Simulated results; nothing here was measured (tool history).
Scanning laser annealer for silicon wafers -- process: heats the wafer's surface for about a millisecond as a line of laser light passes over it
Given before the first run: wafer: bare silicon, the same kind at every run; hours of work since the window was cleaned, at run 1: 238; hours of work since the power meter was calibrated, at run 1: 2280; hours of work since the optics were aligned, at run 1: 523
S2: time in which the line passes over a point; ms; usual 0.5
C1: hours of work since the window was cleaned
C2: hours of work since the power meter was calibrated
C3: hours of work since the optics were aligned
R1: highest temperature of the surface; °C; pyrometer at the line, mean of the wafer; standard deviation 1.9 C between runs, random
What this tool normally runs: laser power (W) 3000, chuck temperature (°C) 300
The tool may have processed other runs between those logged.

Run 1, hour 0: usual settings; C1 238; C2 2280; C3 523. Result: R1 1070 °C.
Run 2, hour 82.5: usual settings; C1 300; C2 2342; C3 585. Result: R1 1068 °C.
Run 3, hour 143.7: usual settings; C1 346; C2 2388; C3 631. Result: R1 1062 °C.
Run 4, hour 206.9: usual settings; C1 394; C2 2435; C3 679. Result: R1 1063 °C.
Run 5, hour 244.8: usual settings; C1 422; C2 2464; C3 707. Result: R1 1060 °C.
Run 6, hour 312.9: usual settings; C1 473; C2 2515; C3 758. Result: R1 1057 °C.
Run 7, hour 384.9: usual settings; C1 527; C2 2569; C3 813. Result: R1 1057 °C.
Run 8, hour 459: usual settings; C1 583; C2 2625; C3 868. Result: R1 1054 °C.
At hour 488.7: window over the wafer cleaned.
Run 9, hour 539.4: usual settings; C1 38; C2 2684; C3 927. Result: R1 1040 °C.
Run 10, hour 603.1: usual settings; C1 86; C2 2732; C3 975. Result: R1 1035 °C.
Run 11, hour 644.3: usual settings; C1 117; C2 2763; C3 1006. Result: R1 1036 °C.
Run 12, hour 703.4: usual settings; C1 161; C2 2807; C3 1050. Result: R1 1034 °C.
Run 13, hour 752.1: usual settings; C1 198; C2 2844; C3 1087. Result: R1 1030 °C.
Run 14, hour 792.7: usual settings but chuck temperature (°C) 338; C1 228; C2 2874; C3 1117. Result: R1 1070 °C.
At hour 828.8: optics aligned, line set to its width.
Run 15, hour 855.7: usual settings but chuck temperature (°C) 338; C1 272; C2 2918; C3 20. Result: R1 1080 °C.
Run 16, hour 894.8: usual settings but chuck temperature (°C) 271; C1 301; C2 2947; C3 50. Result: R1 1011 °C.
Run 17, hour 959.8: usual settings but laser power (W) 2840; C1 350; C2 2996; C3 98. Result: R1 1001 °C.
At hour 998.3: window over the wafer cleaned, once more.
Run 18, hour 1029.6: usual settings but laser power (W) 2696, S2 0.608 ms; C1 24; C2 3047; C3 149. Result: R1 1080 °C.
Run 19, hour 1082.8: usual settings but laser power (W) 2988, S2 0.454 ms, chuck temperature (°C) 302; C1 63; C2 3087; C3 189. Result: R1 1033 °C.
Run 20, hour 1162.6: usual settings but laser power (W) 2931, S2 0.471 ms; C1 123; C2 3147; C3 249. Result: R1 1029 °C.
Run 21, hour 1217: usual settings but laser power (W) 3206, S2 0.537 ms, chuck temperature (°C) 277; C1 164; C2 3188; C3 290. Result: R1 1133 °C.
Run 22, hour 1301.4: usual settings but laser power (W) 3206, S2 0.537 ms, chuck temperature (°C) 277; C1 228; C2 3251; C3 354. Result: R1 1121 °C.
Run 23, hour 1367.7: usual settings but laser power (W) 3206, S2 0.454 ms, chuck temperature (°C) 324; C1 277; C2 3301; C3 403. Result: R1 1096 °C.
Run 24, hour 1427.7: usual settings but laser power (W) 3206, S2 0.454 ms, chuck temperature (°C) 324; C1 323; C2 3346; C3 448. Result: R1 1094 °C.
Run 25, hour 1511.1: usual settings but laser power (W) 3206, S2 0.454 ms, chuck temperature (°C) 324; C1 385; C2 3409; C3 511. Result: R1 1093 °C.

Consider 4 possible next runs. They are alternatives, not a sequence: every one starts from the tool as it was left by run 25. What does each give?
Run A, hour 1593.9: usual settings but laser power (W) 2697, S2 0.454 ms, chuck temperature (°C) 338; C1 447; C2 3471; C3 573. Result: R1 ?.
Run B, hour 1593.9: usual settings but laser power (W) 3206, S2 0.454 ms, chuck temperature (°C) 324; C1 447; C2 3471; C3 573. Result: R1 ?.
Run C, hour 1593.9: usual settings but laser power (W) 2706, chuck temperature (°C) 332; C1 447; C2 3471; C3 573. Result: R1 ?.
Run D, hour 1593.9: usual settings but laser power (W) 2571, S2 0.595 ms, chuck temperature (°C) 285; C1 447; C2 3471; C3 573. Result: R1 ?.

run    R1
  A   990
  B  1090
  C  1019
  D  1004
Had the tool no hidden state, the same runs would have come out as:
run    R1
  A  1020
  B  1126
  C  1052
  D  1037
